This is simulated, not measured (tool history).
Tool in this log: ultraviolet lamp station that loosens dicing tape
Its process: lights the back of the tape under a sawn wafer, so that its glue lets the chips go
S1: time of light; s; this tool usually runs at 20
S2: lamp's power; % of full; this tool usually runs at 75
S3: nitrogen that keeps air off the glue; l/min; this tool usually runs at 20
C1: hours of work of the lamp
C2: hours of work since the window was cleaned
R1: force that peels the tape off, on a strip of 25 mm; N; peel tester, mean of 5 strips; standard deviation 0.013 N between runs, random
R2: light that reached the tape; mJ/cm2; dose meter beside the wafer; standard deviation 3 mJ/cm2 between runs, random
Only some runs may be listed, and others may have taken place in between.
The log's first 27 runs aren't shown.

run,hour,S1,S2,S3,C1,C2,R1,R2
28,1524.1,36,75,11,1407,420,0.405,822
29,1586.1,17,69,11,1451,464,1.065,357
30,1621.8,12,69,36,1477,490,0.938,254
# hour 1626.0: window cleaned of glue's vapour
31,1699.0,31,100,7,1531,52,0.432,943
32,1734.6,31,100,10,1556,77,0.356,952
# hour 1741.9: lamp changed
33,1767.7,20,74,31,18,100,0.504,457
34,1824.9,19,63,27,59,140,0.706,365
35,1900.9,19,63,27,113,194,0.690,371

Branching from run 35: 4 alternative next runs. What would each branch give?
A,1973.2,18,63,10,164,245,?,?
B,1973.2,26,70,7,164,245,?,?
C,1973.2,20,75,8,164,245,?,?
D,1973.2,17,71,8,164,245,?,?

run,R1,R2
A,1.154,351
B,0.823,554
C,0.954,460
D,1.180,371
Take away the tool's hidden state, keep each run's random variation, and the runs would have read:
run,R1,R2
A,1.153,351
B,0.822,554
C,0.954,461
D,1.180,371
